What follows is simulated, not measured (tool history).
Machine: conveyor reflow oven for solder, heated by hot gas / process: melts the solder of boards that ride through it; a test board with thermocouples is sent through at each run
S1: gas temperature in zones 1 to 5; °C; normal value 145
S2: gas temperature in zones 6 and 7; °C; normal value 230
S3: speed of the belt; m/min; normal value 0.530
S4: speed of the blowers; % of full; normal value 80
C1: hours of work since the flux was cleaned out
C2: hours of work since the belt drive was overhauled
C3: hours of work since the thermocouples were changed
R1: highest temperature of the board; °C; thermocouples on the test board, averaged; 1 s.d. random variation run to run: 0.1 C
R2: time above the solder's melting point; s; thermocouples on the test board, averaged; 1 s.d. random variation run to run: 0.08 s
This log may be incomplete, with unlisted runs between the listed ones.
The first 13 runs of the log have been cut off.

run	hour	S1	S2	S3	S4	C1	C2	C3	R1	R2
14	104.4	145	241	0.530	80	283	75	138	222.7	56.10
15	112.1	145	241	0.530	80	287	79	142	222.7	56.28
16	118.8	145	241	0.530	80	291	82	146	222.6	56.22
17	127.3	145	241	0.530	80	295	87	151	222.8	56.14
18	132.7	130	230	0.490	68	298	90	154	211.1	46.89
19	142.5	130	230	0.490	68	303	95	159	211.0	46.95
20	151.6	130	242	0.631	68	308	100	164	210.5	34.51
21	159.4	130	242	0.631	68	312	104	168	210.4	34.61
22	168.0	149	221	0.631	90	317	109	173	203.7	35.13
23	178.3	143	221	0.467	90	323	114	178	210.2	54.99
24	185.9	153	221	0.467	53	327	119	182	206.3	53.67
25	193.1	153	221	0.467	53	331	122	186	206.5	53.67
26	201.1	145	230	0.469	57	335	127	190	212.9	56.12
27	210.1	135	242	0.469	60	340	132	195	221.8	59.28
28	215.4	145	230	0.526	72	343	135	198	212.4	49.46
29	225.9	145	230	0.526	72	348	140	204	212.5	49.33
30	234.9	145	230	0.526	72	353	145	209	212.4	49.31
31	244.6	145	222	0.530	88	358	150	214	208.1	46.17
32	255.0	145	222	0.585	69	364	156	220	202.2	34.55

3 options for the next run, each taken on its own from the tool as it stands now. Forecast them:
A	263.1	152	230	0.450	80	368	160	224	?	?
B	263.1	134	230	0.471	80	368	160	224	?	?
C	263.1	154	222	0.622	58	368	160	224	?	?

run	R1	R2
A	218.9	67.63
B	215.0	54.67
C	199.9	32.08
Had the tool no hidden state, the same runs would have come out as:
run	R1	R2
A	218.9	67.65
B	215.1	54.71
C	200.0	32.13
